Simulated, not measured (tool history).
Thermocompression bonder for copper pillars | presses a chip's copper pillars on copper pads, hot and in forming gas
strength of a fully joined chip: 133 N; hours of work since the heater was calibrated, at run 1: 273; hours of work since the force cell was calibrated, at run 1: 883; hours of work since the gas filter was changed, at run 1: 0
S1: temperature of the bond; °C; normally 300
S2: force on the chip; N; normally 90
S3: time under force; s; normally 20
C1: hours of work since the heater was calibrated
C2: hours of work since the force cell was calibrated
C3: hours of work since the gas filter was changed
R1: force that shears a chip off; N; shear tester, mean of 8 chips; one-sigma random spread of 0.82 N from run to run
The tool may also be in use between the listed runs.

Run 1, hour 0: usual settings; C1 273; C2 883; C3 0. Result: R1 73.6 N.
Run 2, hour 5.7: usual settings but S3 13 s; C1 276; C2 886; C3 3. Result: R1 65.9 N.
Run 3, hour 12.5: usual settings but S3 13 s; C1 280; C2 890; C3 7. Result: R1 64.7 N.
Run 4, hour 20.6: usual settings but S3 13 s; C1 284; C2 894; C3 11. Result: R1 65.6 N.
Run 5, hour 28.3: usual settings but S3 13 s; C1 289; C2 898; C3 16. Result: R1 65.4 N.
Run 6, hour 36.6: usual settings but S2 104 N; C1 293; C2 903; C3 20. Result: R1 85 N.
Run 7, hour 44.9: usual settings but S2 104 N, S3 44 s; C1 298; C2 907; C3 25. Result: R1 104.3 N.
Run 8, hour 55.4: usual settings but S2 82 N; C1 304; C2 913; C3 31. Result: R1 71.3 N.
Run 9, hour 66.8: usual settings; C1 310; C2 919; C3 37. Result: R1 74.3 N.
Run 10, hour 73.4: usual settings but S2 63 N; C1 314; C2 923; C3 41. Result: R1 54.1 N.
Run 11, hour 84.8: usual settings; C1 320; C2 929; C3 47. Result: R1 76.2 N.
Run 12, hour 95.8: usual settings; C1 326; C2 936; C3 53. Result: R1 75.8 N.
Run 13, hour 103: usual settings; C1 330; C2 940; C3 57. Result: R1 74.3 N.
Run 14, hour 111.3: usual settings; C1 335; C2 944; C3 61. Result: R1 76.1 N.
Run 15, hour 124.4: usual settings but S3 22 s; C1 342; C2 951; C3 69. Result: R1 76.7 N.
Run 16, hour 136.4: usual settings but S3 22 s; C1 348; C2 958; C3 75. Result: R1 77.9 N.
Run 17, hour 142.5: usual settings but S3 22 s; C1 352; C2 961; C3 79. Result: R1 76.6 N.
Run 18, hour 147.8: usual settings but S3 22 s; C1 355; C2 964; C3 82. Result: R1 78.2 N.
Run 19, hour 159.5: usual settings but S3 22 s; C1 361; C2 971; C3 88. Result: R1 79.4 N.
Run 20, hour 166.3: usual settings but S1 328 °C; C1 365; C2 974; C3 92. Result: R1 91.6 N.
Run 21, hour 176.2: usual settings but S1 328 °C, S2 65 N, S3 33 s; C1 370; C2 980; C3 97. Result: R1 82.7 N.
Run 22, hour 185: usual settings but S1 328 °C, S2 58 N; C1 375; C2 985; C3 102. Result: R1 65 N.
Run 23, hour 194.4: usual settings but S1 273 °C, S2 57 N, S3 11 s; C1 380; C2 990; C3 107. Result: R1 29 N.
Run 24, hour 205: usual settings but S1 316 °C, S2 99 N, S3 21 s; C1 386; C2 996; C3 113. Result: R1 94.4 N.
Run 25, hour 210.7: usual settings but S1 316 °C, S2 99 N, S3 21 s; C1 389; C2 999; C3 116. Result: R1 93.3 N.
Run 26, hour 217.3: usual settings but S1 324 °C, S2 70 N, S3 31 s; C1 393; C2 1003; C3 120. Result: R1 84.7 N.
Run 27, hour 227.8: usual settings but S1 276 °C, S2 117 N, S3 49 s; C1 399; C2 1008; C3 126. Result: R1 98.1 N.
Run 28, hour 238.8: usual settings but S1 276 °C, S2 117 N, S3 49 s; C1 405; C2 1015; C3 132. Result: R1 98.7 N.
Run 29, hour 249.9: usual settings but S1 320 °C, S2 106 N; C1 411; C2 1021; C3 138. Result: R1 97.8 N.
Run 30, hour 259.9: usual settings but S1 320 °C, S2 106 N; C1 417; C2 1026; C3 144. Result: R1 98.7 N.

Predict the results of run 31:
Run 31, hour 267.2: usual settings but S1 320 °C, S2 106 N; C1 421; C2 1030; C3 148. Result: R1 ?.

For run 31 the tool returned R1 98.3 N.
With the hidden condition absent and the run-to-run variation left alone, this run would have shown R1 98.3 N.
